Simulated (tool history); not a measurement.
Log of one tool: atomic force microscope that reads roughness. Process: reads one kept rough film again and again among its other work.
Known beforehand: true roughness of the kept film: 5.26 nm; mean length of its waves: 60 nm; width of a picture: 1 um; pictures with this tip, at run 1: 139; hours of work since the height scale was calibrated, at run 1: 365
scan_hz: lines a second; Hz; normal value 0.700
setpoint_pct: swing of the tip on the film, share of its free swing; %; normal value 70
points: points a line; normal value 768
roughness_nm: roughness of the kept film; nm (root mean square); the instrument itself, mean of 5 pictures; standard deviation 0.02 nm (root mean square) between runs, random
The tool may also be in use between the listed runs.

| run | day | scan_hz | setpoint_pct | points | pictures with this tip | hours of work since the height scale was calibrated | roughness_nm |
|---|---|---|---|---|---|---|---|
| 1 | 0.000 | 0.700 | 70 | 768 | 139 | 365 | 4.508 |
| 2 | 0.708 | 0.700 | 70 | 768 | 169 | 374 | 4.457 |
| 3 | 1.092 | 0.700 | 70 | 341 | 185 | 379 | 4.407 |
| 4 | 1.754 | 0.700 | 70 | 341 | 212 | 387 | 4.345 |
| 5 | 2.250 | 0.700 | 70 | 341 | 233 | 393 | 4.348 |
|  | 2.617 | new tip fitted |
| 6 | 3.108 | 0.700 | 70 | 341 | 20 | 404 | 4.745 |
| 7 | 3.758 | 0.700 | 70 | 768 | 47 | 412 | 4.722 |
| 8 | 4.117 | 0.700 | 70 | 768 | 62 | 416 | 4.662 |
| 9 | 4.504 | 0.700 | 70 | 768 | 78 | 421 | 4.599 |
| 10 | 4.879 | 0.700 | 70 | 377 | 94 | 426 | 4.599 |
| 11 | 5.383 | 0.700 | 70 | 377 | 115 | 432 | 4.539 |
| 12 | 6.104 | 0.700 | 70 | 377 | 144 | 441 | 4.513 |
| 13 | 6.708 | 0.700 | 70 | 377 | 170 | 449 | 4.438 |
| 14 | 7.446 | 0.700 | 70 | 377 | 200 | 458 | 4.361 |
| 15 | 7.962 | 0.700 | 70 | 768 | 222 | 465 | 4.387 |
|  | 8.592 | new tip fitted |
| 16 | 8.658 | 0.700 | 70 | 768 | 2 | 473 | 4.793 |
| 17 | 9.196 | 0.660 | 70 | 768 | 25 | 480 | 4.766 |
| 18 | 9.671 | 0.700 | 70 | 768 | 45 | 486 | 4.736 |

Run 19 has not been measured yet. What should we expect?
| 19 | 10.075 | 1.358 | 70 | 768 | 61 | 491 | ? |

{"run 19": {"roughness_nm": 4.544}}
The same run, on a tool lacking any hidden state, would have yielded roughness_nm 4.717 nm (root mean square).
